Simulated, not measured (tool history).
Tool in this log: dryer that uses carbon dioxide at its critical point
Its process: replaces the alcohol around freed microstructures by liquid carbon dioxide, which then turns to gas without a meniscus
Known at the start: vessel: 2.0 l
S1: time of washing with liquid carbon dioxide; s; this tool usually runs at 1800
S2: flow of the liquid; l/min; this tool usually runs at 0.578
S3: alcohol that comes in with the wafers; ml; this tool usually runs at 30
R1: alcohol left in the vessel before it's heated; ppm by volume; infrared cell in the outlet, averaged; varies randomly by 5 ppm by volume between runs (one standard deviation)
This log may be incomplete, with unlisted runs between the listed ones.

run	hour	S1	S2	S3	R1
1	0.0	1800	0.578	30	104
2	45.0	1800	0.578	30	120
3	82.4	1800	0.578	30	124
4	123.4	1800	0.578	30	134
5	174.8	1800	0.578	30	149
6	214.7	1800	0.578	30	151
7	260.9	1260	0.578	30	458
8	285.2	1260	0.578	30	483
9	334.8	1260	0.578	30	509
10	360.0	1800	0.578	113	452
# hour 378.3: inlet filter changed
11	398.0	1800	0.578	113	233
12	421.5	1800	0.578	113	230
# hour 452.6: purifier's bed changed
13	474.1	1800	0.520	30	75
14	516.2	1800	0.899	28	13
15	565.0	1920	0.737	81	40
16	605.7	1200	0.737	38	172
17	627.4	1200	0.737	38	189
18	674.1	1200	0.737	38	201
19	708.2	2520	0.682	76	40
20	753.6	2520	0.682	76	39
21	802.1	2280	0.629	55	61
22	834.2	2280	0.629	55	61
23	856.6	2280	0.629	70	80

Branching from run 23: 4 alternative next runs. What would each branch give?
A	904.3	1200	0.600	70	?
B	904.3	1920	0.588	35	?
C	904.3	1680	0.578	71	?
D	904.3	1500	0.629	67	?

run	R1
A	1112
B	133
C	368
D	389
What these runs would have given with no unlogged condition in the tool:
run	R1
A	513
B	35
C	126
D	134

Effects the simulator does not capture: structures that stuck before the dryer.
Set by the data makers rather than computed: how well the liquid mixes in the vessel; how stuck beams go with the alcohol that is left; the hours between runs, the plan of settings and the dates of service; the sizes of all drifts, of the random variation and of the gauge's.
